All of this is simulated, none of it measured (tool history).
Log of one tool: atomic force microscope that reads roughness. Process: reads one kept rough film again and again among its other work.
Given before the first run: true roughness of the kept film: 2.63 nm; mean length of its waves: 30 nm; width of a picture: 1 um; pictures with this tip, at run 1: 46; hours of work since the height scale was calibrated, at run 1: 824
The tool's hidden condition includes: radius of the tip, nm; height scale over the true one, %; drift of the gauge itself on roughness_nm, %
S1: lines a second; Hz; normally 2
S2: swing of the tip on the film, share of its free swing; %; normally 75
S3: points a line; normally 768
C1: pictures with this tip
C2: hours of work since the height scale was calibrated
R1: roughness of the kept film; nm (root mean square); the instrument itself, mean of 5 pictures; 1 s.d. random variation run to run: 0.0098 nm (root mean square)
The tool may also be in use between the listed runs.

| run | day | S1 | S2 | S3 | C1 | C2 | R1 |
|---|---|---|---|---|---|---|---|
| 1 | 0 | 2 | 75 | 768 | 46 | 824 | 2.255 |
| 2 | 1.246 | 2 | 75 | 768 | 76 | 840 | 2.23 |
| 3 | 1.979 | 2 | 75 | 663 | 94 | 850 | 2.225 |
| 4 | 3.196 | 2 | 75 | 768 | 124 | 867 | 2.238 |
| 5 | 3.892 | 2 | 75 | 768 | 141 | 876 | 2.249 |
| 6 | 4.704 | 2 | 75 | 768 | 161 | 887 | 2.228 |
| 7 | 5.458 | 2 | 75 | 768 | 179 | 897 | 2.246 |
| 8 | 6.342 | 2 | 75 | 768 | 201 | 909 | 2.256 |
| 9 | 7.25 | 2 | 75 | 768 | 223 | 921 | 2.22 |
|  | 8.146 | new tip fitted |
| 10 | 8.446 | 4 | 72 | 674 | 7 | 937 | 2.12 |
| 11 | 9.242 | 4 | 72 | 674 | 27 | 948 | 2.131 |
| 12 | 9.967 | 2 | 75 | 418 | 44 | 958 | 2.209 |
| 13 | 11.404 | 1.96 | 75 | 418 | 79 | 977 | 2.244 |
| 14 | 12.775 | 1.96 | 75 | 418 | 113 | 996 | 2.247 |
| 15 | 13.629 | 1.96 | 75 | 418 | 134 | 1007 | 2.221 |
| 16 | 15.25 | 1.9 | 56 | 388 | 173 | 1029 | 2.349 |
| 17 | 16.762 | 1.32 | 90 | 326 | 210 | 1050 | 2.164 |

Each row is a separate what-if for the run after 17, all from the same tool condition, not one after another. Results?
| A | 17.854 | 3.72 | 62 | 768 | 237 | 1064 | ? |
| B | 17.854 | 0.92 | 84 | 524 | 237 | 1064 | ? |
| C | 17.854 | 0.85 | 90 | 520 | 237 | 1064 | ? |

| run | R1 |
|---|---|
| A | 2.257 |
| B | 2.278 |
| C | 2.248 |
The same runs, with their run-to-run variation unchanged, on a tool lacking any hidden condition would have given:
| run | R1 |
|---|---|
| A | 2.264 |
| B | 2.284 |
| C | 2.254 |
